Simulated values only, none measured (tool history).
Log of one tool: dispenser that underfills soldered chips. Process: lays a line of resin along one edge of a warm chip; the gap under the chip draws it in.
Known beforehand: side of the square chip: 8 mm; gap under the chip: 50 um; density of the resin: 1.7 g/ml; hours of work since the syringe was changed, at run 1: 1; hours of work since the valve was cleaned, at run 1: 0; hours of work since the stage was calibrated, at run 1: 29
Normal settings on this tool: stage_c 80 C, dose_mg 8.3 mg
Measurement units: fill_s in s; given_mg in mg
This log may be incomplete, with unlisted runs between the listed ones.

run,hour,stage_c,dose_mg,hours of work since the syringe was changed,hours of work since the valve was cleaned,hours of work since the stage was calibrated,fill_s,given_mg
1,0,80,8.3,1,0,29,44.5,8.28
2,2.7,80,8.3,3,2,31,49.5,8.35
3,5.3,80,8.3,5,4,33,56.4,8.27
4,8.8,80,7.82,7,6,35,67.1,7.79
5,12.2,80,7.82,10,9,37,76.8,7.73
# hour 15.2: new syringe of resin
6,15.2,67,7.82,0,11,39,83.3,7.78
7,18.3,67,7.82,2,13,42,94.1,7.72
8,21.7,80,8.3,5,15,44,55.5,8.17
9,24.7,80,8.3,7,17,46,63,8.24
10,27.1,80,8.3,8,19,48,71.6,8.11
11,29.4,80,8.3,10,21,49,77.4,8.07
# hour 32.1: new syringe of resin
12,33.9,80,8.3,1,24,52,45.5,7.98
13,36.2,80,8.3,3,25,54,50.6,8.16
14,38.4,80,8.3,4,27,56,55.6,8.09
15,41,80,8.3,6,29,57,61,8.11
16,43.6,80,8.3,8,30,59,67.5,8.05
17,47.7,80,8.3,11,33,62,81.2,7.98
# hour 48.8: new syringe of resin
18,50.4,80,8.3,1,35,64,44.3,7.93
19,54.5,83,7.56,4,38,67,46.7,7.34
20,58.7,79,8.3,7,41,70,67.3,8.04
21,62.9,79,8.3,10,44,73,81.3,7.99
22,65.1,79,10.16,12,45,74,85.7,9.75
# hour 65.7: new syringe of resin
23,69.7,79,10.16,3,48,77,52.8,9.79
24,72,79,10.16,4,50,79,59,9.62
25,73.9,79,10.64,6,51,80,63.5,10.06
26,76.7,87,7.58,8,53,82,49.9,7.2
27,80,79,7.66,10,56,85,85.4,7.14
# hour 82.4: new syringe of resin
28,82.6,80,9.17,0,57,86,42.2,8.67
29,85.5,72,10.73,2,59,88,72.4,10.09
30,88.5,91,8.89,4,62,90,32.4,8.44
31,91.5,91,8.89,6,64,92,36,8.37
32,95.9,69,8.25,10,67,96,137.7,7.68
33,98,69,8.25,11,68,97,150.4,7.67
# hour 99.1: new syringe of resin
34,102.9,69,9.97,3,71,100,87.3,9.15
35,107.6,66,7.58,6,75,104,132.7,7.04
36,112.1,77,7.53,9,78,107,89,6.94

Consider 4 possible next runs. They are alternatives, not a sequence: every one starts from the tool as it was left by run 36. What does each give?
# hour 116: new syringe of resin
A,116.1,92,10.59,0,81,109,?,?
# hour 116: new syringe of resin
B,116.1,80,8.4,0,81,109,?,?
# hour 116: new syringe of resin
C,116.1,82,7.53,0,81,109,?,?
# hour 116: new syringe of resin
D,116.1,79,7.53,0,81,109,?,?

run,fill_s,given_mg
A,22.8,9.82
B,42.6,7.76
C,40.7,7
D,46.9,7.13
Without the tool's hidden state the same runs would have given:
run,fill_s,given_mg
A,22.1,10.61
B,40.9,8.39
C,38.9,7.57
D,44.7,7.69
